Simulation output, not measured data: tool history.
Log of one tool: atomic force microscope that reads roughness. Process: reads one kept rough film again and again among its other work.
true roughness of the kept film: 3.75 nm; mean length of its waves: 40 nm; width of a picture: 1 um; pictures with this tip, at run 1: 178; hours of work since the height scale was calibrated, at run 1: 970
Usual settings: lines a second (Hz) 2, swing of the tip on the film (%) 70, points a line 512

run,hour,lines a second (Hz),swing of the tip on the film (%),points a line,pictures with this tip,hours of work since the height scale was calibrated,roughness of the kept film (nm (root mean square))
1,0,2,70,512,178,970,3.27
2,69.8,2,70,512,241,999,3.272
3,122.9,2,70,512,289,1020,3.272
# hour 174.8: new tip fitted
4,188.6,2,70,408,13,1047,3.303
5,238.5,2,70,408,58,1067,3.266
6,276.4,2,70,329,92,1083,3.262
7,332.2,2,70,512,143,1106,3.296
8,368.4,2,70,469,176,1121,3.292
9,438.2,2,85,498,239,1149,3.163
10,485.2,2,85,498,281,1169,3.132
11,537.9,2,85,498,329,1190,3.138
# hour 544.9: new tip fitted
12,594.5,0.54,70,340,45,1213,3.359
13,650.6,1.45,70,343,95,1236,3.304
14,707.8,1.48,70,466,147,1259,3.325

4 ways to go on from here, each from the tool as it stands after run 14. What would each give?
A,772.1,1.18,61,378,205,1286,?
B,772.1,2.85,61,500,205,1286,?
C,772.1,1.48,88,466,205,1286,?
D,772.1,2.27,70,777,205,1286,?

run,roughness of the kept film (nm (root mean square))
A,3.358
B,3.319
C,3.185
D,3.288
Without the tool's hidden state the same runs would have given:
run,roughness of the kept film (nm (root mean square))
A,3.367
B,3.328
C,3.194
D,3.297

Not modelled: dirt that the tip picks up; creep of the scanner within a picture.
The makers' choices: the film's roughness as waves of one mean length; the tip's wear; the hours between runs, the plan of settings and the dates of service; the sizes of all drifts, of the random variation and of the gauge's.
